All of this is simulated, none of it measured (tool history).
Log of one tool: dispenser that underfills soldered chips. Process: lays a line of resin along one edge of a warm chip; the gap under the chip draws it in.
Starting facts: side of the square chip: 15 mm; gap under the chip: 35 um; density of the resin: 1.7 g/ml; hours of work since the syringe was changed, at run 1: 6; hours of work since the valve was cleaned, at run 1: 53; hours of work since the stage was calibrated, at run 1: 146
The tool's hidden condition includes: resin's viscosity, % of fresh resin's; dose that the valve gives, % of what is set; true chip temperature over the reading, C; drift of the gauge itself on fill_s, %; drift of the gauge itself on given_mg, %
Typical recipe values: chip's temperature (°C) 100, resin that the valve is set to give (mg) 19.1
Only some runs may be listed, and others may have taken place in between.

run     day  chip's temperature (°C)  resin that the valve is set to give (mg)  hours of work since the syringe was changed  hours of work since the valve was cleaned  hours of work since the stage was calibrated  time until the resin shows at the far edge (s)  resin that the valve gave (mg)
  1   0.000                      100                                      19.1                                            6                                         53                                           146                                           677.3                           18.73
      0.162  -- new syringe of resin
  2   0.383                      100                                      19.1                                            3                                         59                                           151                                           614.1                           18.73
      0.646  -- dispensing valve cleaned and set on the balance
  3   0.662                      100                                      19.1                                            7                                          0                                           155                                           697.1                           19.08
      0.775  -- new syringe of resin
  4   1.033                      100                                      19.1                                            4                                          6                                           160                                           609.0                           19.02
      1.358  -- new syringe of resin
  5   1.483                      100                                      19.1                                            2                                         13                                           167                                           562.9                           18.98
  6   1.850                      100                                      19.1                                            8                                         18                                           173                                           692.6                           18.98
      1.925  -- new syringe of resin
  7   2.196                      100                                      19.1                                            4                                         23                                           178                                           614.7                           18.86
  8   2.425                      100                                      19.1                                            8                                         27                                           181                                           701.4                           18.86
      2.504  -- new syringe of resin
  9   2.783                      100                                      19.1                                            4                                         32                                           187                                           622.0                           18.77
      3.092  -- new syringe of resin
 10   3.221                      105                                      19.1                                            2                                         39                                           193                                           472.7                           18.80
 11   3.638                      105                                      20.6                                            8                                         45                                           200                                           596.5                           20.23
      3.675  -- new syringe of resin
 12   4.046                      105                                      20.6                                            6                                         51                                           206                                           534.4                           20.19
      4.262  -- new syringe of resin
 13   4.396                      105                                      20.6                                            2                                         56                                           211                                           469.4                           20.12
 14   4.592                      100                                      19.1                                            5                                         59                                           214                                           639.0                           18.70
      4.833  -- dispensing valve cleaned and set on the balance
      4.883  -- new syringe of resin
 15   5.008                      100                                      19.1                                            2                                          2                                           220                                           561.1                           19.12
 16   5.358                      100                                      19.1                                            7                                          8                                           225                                           695.9                           19.09
      5.467  -- new syringe of resin
 17   5.604                      100                                      19.1                                            2                                         11                                           228                                           564.8                           19.04
 18   5.796                      100                                      19.1                                            5                                         14                                           231                                           641.5                           19.00
      6.038  -- new syringe of resin
 19   6.038                       98                                      19.1                                            0                                         18                                           235                                           561.8                           18.98
 20   6.233                       98                                      19.1                                            3                                         21                                           238                                           634.3                           18.98
 21   6.529                      100                                      19.3                                            8                                         25                                           242                                           704.2                           19.16
      6.617  -- new syringe of resin
 22   6.975                      100                                      19.3                                            6                                         32                                           249                                           649.4                           19.13
      7.183  -- new syringe of resin
 23   7.229                      107                                      21.9                                            1                                         36                                           253                                           416.3                           21.62
 24   7.604                      107                                      21.9                                            6                                         42                                           259                                           510.1                           21.56
      7.754  -- new syringe of resin
 25   8.025                       86                                      19.1                                            4                                         48                                           265                                          1041.5                           18.82
      8.321  -- new syringe of resin
 26   8.408                      103                                      20.5                                            1                                         54                                           271                                           492.4                           20.14
 27   8.758                      103                                      20.5                                            7                                         59                                           276                                           604.3                           20.05
      8.921  -- new syringe of resin
      9.038  -- dispensing valve cleaned and set on the balance
 28   9.121                       90                                      16.9                                            2                                          1                                           281                                           886.8                           16.92
 29   9.508                       90                                      16.9                                            8                                          7                                           287                                          1115.5                           16.86
      9.546  -- new syringe of resin
 30   9.804                      109                                      22.2                                            4                                         12                                           291                                           439.6                           22.10
 31  10.050                      114                                      22.2                                            8                                         15                                           295                                           424.5                           22.11
     10.125  -- new syringe of resin
 32  10.450                      114                                      22.2                                            5                                         21                                           301                                           355.3                           22.01
     10.696  -- new syringe of resin
 33  10.850                      100                                      20.9                                            2                                         27                                           307                                           565.1                           20.71
 34  11.058                       93                                      19.7                                            6                                         31                                           310                                           837.5                           19.46
     11.283  -- new syringe of resin
 35  11.367                       87                                      23.9                                            1                                         35                                           315                                           878.8                           23.59

Results per run with the tool's hidden condition removed, run-to-run variation unchanged:
run  time until the resin shows at the far edge (s)  resin that the valve gave (mg)
  1                                           532.2                           19.10
  2                                           538.9                           19.14
  3                                           534.9                           19.13
  4                                           533.0                           19.11
  5                                           532.0                           19.12
  6                                           528.4                           19.15
  7                                           536.1                           19.07
  8                                           534.4                           19.10
  9                                           539.2                           19.05
 10                                           442.9                           19.12
 11                                           439.2                           20.62
 12                                           438.2                           20.63
 13                                           434.6                           20.60
 14                                           526.2                           19.16
 15                                           533.9                           19.11
 16                                           539.6                           19.12
 17                                           532.8                           19.09
 18                                           540.5                           19.07
 19                                           570.0                           19.08
 20                                           574.7                           19.09
 21                                           536.6                           19.31
 22                                           539.7                           19.32
 23                                           410.9                           21.87
 24                                           403.8                           21.86
 25                                           907.0                           19.14
 26                                           476.9                           20.52
 27                                           476.6                           20.47
 28                                           829.1                           16.93
 29                                           830.4                           16.91
 30                                           381.1                           22.19
 31                                           318.0                           22.23
 32                                           310.3                           22.18
 33                                           528.8                           20.92
 34                                           693.1                           19.67
 35                                           858.9                           23.89
